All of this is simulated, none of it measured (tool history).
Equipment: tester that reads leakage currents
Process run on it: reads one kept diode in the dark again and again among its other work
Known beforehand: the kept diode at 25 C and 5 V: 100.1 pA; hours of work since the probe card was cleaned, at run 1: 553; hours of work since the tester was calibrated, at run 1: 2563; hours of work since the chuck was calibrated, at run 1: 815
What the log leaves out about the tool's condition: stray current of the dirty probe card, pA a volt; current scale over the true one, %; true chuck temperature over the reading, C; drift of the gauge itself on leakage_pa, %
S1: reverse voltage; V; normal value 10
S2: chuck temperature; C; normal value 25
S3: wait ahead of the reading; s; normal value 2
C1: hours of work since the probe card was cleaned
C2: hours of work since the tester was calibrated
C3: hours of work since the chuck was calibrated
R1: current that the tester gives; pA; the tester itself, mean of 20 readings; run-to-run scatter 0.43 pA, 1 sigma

run,hour,S1,S2,S3,C1,C2,C3,R1
1,0,10,25,2,553,2563,815,147.71
2,120.4,10,25,2.48,639,2649,901,149.61
3,216.6,10,25,2.48,708,2717,970,149.38
4,304.7,10,25,2.48,770,2780,1032,150.61
5,395.7,10,25,2.48,835,2845,1097,151.18
6,501.3,10,25,2.48,910,2920,1172,152.58
7,597.9,10,25,2.48,979,2989,1241,154.47
8,679.2,11.3,25,6.74,1037,3046,1299,164.68
# hour 691.4: chuck's temperature calibrated
9,784.6,8.4,28,1.38,1111,3120,66,177
10,906.6,8.4,28,1.38,1198,3207,153,177.88
11,1000.6,1.1,25,0.42,1264,3274,220,51.87
# hour 1044.2: chuck's temperature calibrated, once more
12,1060,1.1,57,2.76,1305,3315,11,410.45
13,1192.4,1.8,59,0.47,1400,3409,106,588.24

Here are 3 independent what-if runs from the current tool condition. What would each one return?
A,1308.3,4.8,59,0.47,1482,3492,188,?
B,1308.3,10,58,2,1482,3492,188,?
C,1308.3,5.8,48,2.35,1482,3492,188,?

run,R1
A,943.03
B,1264.66
C,530.07
What these runs would have given with no unlogged condition in the tool:
run,R1
A,952.6
B,1270.9
C,529.58

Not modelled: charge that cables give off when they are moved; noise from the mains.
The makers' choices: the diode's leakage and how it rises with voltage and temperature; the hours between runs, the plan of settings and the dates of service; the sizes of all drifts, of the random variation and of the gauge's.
